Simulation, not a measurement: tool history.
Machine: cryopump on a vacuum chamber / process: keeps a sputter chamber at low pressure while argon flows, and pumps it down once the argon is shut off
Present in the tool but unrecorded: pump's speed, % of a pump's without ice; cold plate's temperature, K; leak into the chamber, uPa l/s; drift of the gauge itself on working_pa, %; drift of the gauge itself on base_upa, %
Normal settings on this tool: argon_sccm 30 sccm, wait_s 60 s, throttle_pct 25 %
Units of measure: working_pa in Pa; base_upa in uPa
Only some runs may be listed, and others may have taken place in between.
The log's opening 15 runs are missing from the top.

run,day,argon_sccm,wait_s,throttle_pct,hours of work since the pump was warmed up and emptied,hours of work since the cold head was overhauled,hours of work since the chamber's fittings were tightened,working_pa,base_upa
16,33.321,16,60,25,134,2398,1764,0.0637,2.37
17,35.967,16,60,25,174,2438,1804,0.0642,2.44
# day 38.188: leaking fittings of the chamber tightened, without venting
18,38.758,16,60,25,215,2480,9,0.0639,1.51
19,40.404,47,60,40,241,2505,34,0.1188,1.56
20,43.458,26,60,20,287,2552,81,0.1296,1.52
21,45.958,39,60,31,326,2590,119,0.1265,1.60
22,47.267,23,22,25,346,2610,139,0.0927,3.79
23,49.158,23,22,25,374,2639,168,0.0918,3.86
24,52.225,30,28,25,421,2686,215,0.1215,3.10
25,55.267,14,115,23,468,2732,261,0.0612,1.01
26,56.833,14,115,28,492,2756,285,0.0512,1.04
27,58.671,30,34,38,520,2784,313,0.0817,2.78
28,60.017,30,34,38,540,2805,334,0.0820,2.66
29,61.883,18,25,17,569,2833,362,0.1069,3.65

Predict the results of run 30:
30,64.512,18,25,17,609,2873,402,?,?

Logged for run 30: working_pa 0.1068 Pa, base_upa 3.46 uPa.
Without the tool's hidden state the same run would have given working_pa 0.1036 Pa, base_upa 3.22 uPa.

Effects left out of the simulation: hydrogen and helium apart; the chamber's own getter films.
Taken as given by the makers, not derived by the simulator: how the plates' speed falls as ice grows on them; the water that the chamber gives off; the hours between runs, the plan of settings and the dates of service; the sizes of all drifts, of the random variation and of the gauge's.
